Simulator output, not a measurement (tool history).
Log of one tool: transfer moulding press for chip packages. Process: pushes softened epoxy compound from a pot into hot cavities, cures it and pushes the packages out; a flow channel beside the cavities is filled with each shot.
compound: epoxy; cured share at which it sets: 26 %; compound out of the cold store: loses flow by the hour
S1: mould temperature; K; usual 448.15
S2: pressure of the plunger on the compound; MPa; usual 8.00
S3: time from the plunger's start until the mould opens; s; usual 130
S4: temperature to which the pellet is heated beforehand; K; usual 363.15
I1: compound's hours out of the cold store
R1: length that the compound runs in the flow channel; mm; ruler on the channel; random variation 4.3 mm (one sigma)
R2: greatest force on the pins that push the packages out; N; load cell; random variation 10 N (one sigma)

| run | hour | S1 | S2 | S3 | S4 | I1 | R1 | R2 |
|---|---|---|---|---|---|---|---|---|
| 1 | 0.0 | 448.15 | 8.00 | 130 | 363.15 | 36.8 | 833 | 653 |
|  | 11.8 | cavities cleaned with cleaning compound and waxed |
|  | 39.5 | mould's thermocouples calibrated |
| 2 | 53.6 | 448.15 | 8.00 | 130 | 363.15 | 25.5 | 899 | 632 |
|  | 92.1 | cavities cleaned with cleaning compound and waxed |
| 3 | 117.9 | 448.15 | 8.00 | 130 | 363.15 | 19.3 | 918 | 601 |
| 4 | 161.5 | 448.15 | 7.24 | 130 | 363.15 | 15.9 | 897 | 680 |
|  | 171.0 | cavities cleaned with cleaning compound and waxed |
| 5 | 217.7 | 448.15 | 7.24 | 130 | 363.15 | 38.8 | 762 | 638 |
|  | 245.6 | cavities cleaned with cleaning compound and waxed |
|  | 265.1 | mould's thermocouples calibrated, once more |
| 6 | 269.5 | 448.15 | 8.00 | 130 | 371.15 | 27.9 | 856 | 557 |
|  | 322.9 | cavities cleaned with cleaning compound and waxed |
| 7 | 350.1 | 448.15 | 8.00 | 130 | 371.15 | 26.0 | 853 | 582 |
|  | 395.3 | cavities cleaned with cleaning compound and waxed |
| 8 | 395.3 | 448.15 | 8.00 | 130 | 371.15 | 39.4 | 792 | 475 |
| 9 | 434.9 | 448.15 | 8.00 | 130 | 371.15 | 9.8 | 941 | 629 |
|  | 470.9 | cavities cleaned with cleaning compound and waxed |
| 10 | 509.3 | 448.15 | 8.00 | 117 | 371.15 | 35.7 | 792 | 660 |
|  | 545.7 | plunger's sealing rings changed |
|  | 547.2 | cavities cleaned with cleaning compound and waxed |
| 11 | 557.1 | 448.15 | 8.00 | 125 | 363.15 | 43.7 | 802 | 557 |
| 12 | 611.2 | 448.15 | 8.00 | 165 | 363.15 | 40.0 | 815 | 591 |
|  | 621.4 | cavities cleaned with cleaning compound and waxed |
| 13 | 687.9 | 448.15 | 8.00 | 130 | 363.15 | 10.3 | 979 | 693 |
|  | 693.4 | cavities cleaned with cleaning compound and waxed |
|  | 769.8 | cavities cleaned with cleaning compound and waxed |
| 14 | 778.0 | 455.15 | 6.82 | 130 | 363.15 | 45.1 | 696 | 448 |
| 15 | 832.3 | 455.15 | 6.82 | 130 | 363.15 | 16.6 | 822 | 585 |
|  | 844.5 | cavities cleaned with cleaning compound and waxed |
| 16 | 886.5 | 451.15 | 6.82 | 117 | 363.15 | 29.3 | 772 | 616 |
|  | 921.1 | cavities cleaned with cleaning compound and waxed |
|  | 939.3 | mould's thermocouples calibrated |
| 17 | 940.0 | 454.15 | 6.82 | 117 | 363.15 | 16.6 | 822 | 515 |
| 18 | 986.0 | 447.15 | 6.82 | 117 | 368.15 | 31.5 | 766 | 752 |
|  | 995.9 | cavities cleaned with cleaning compound and waxed |
|  | 1067.4 | cavities cleaned with cleaning compound and waxed |
| 19 | 1067.4 | 455.15 | 8.00 | 119 | 363.15 | 25.2 | 820 | 458 |
|  | 1116.8 | plunger's sealing rings changed |
| 20 | 1130.2 | 455.15 | 8.00 | 134 | 354.15 | 16.0 | 931 | 608 |
|  | 1144.7 | cavities cleaned with cleaning compound and waxed |
| 21 | 1187.8 | 455.15 | 8.00 | 134 | 354.15 | 8.9 | 962 | 550 |
|  | 1219.8 | cavities cleaned with cleaning compound and waxed |
| 22 | 1241.8 | 455.15 | 6.25 | 134 | 354.15 | 46.9 | 661 | 501 |

Forecast run 23:
|  | 1294.0 | cavities cleaned with cleaning compound and waxed |
| 23 | 1299.6 | 455.15 | 7.14 | 133 | 361.15 | 26.3 | ? | ? |

{"run 23": {"R1": 806, "R2": 452}}
Without the tool's hidden state the same run would have given R1 826 mm, R2 429 N.
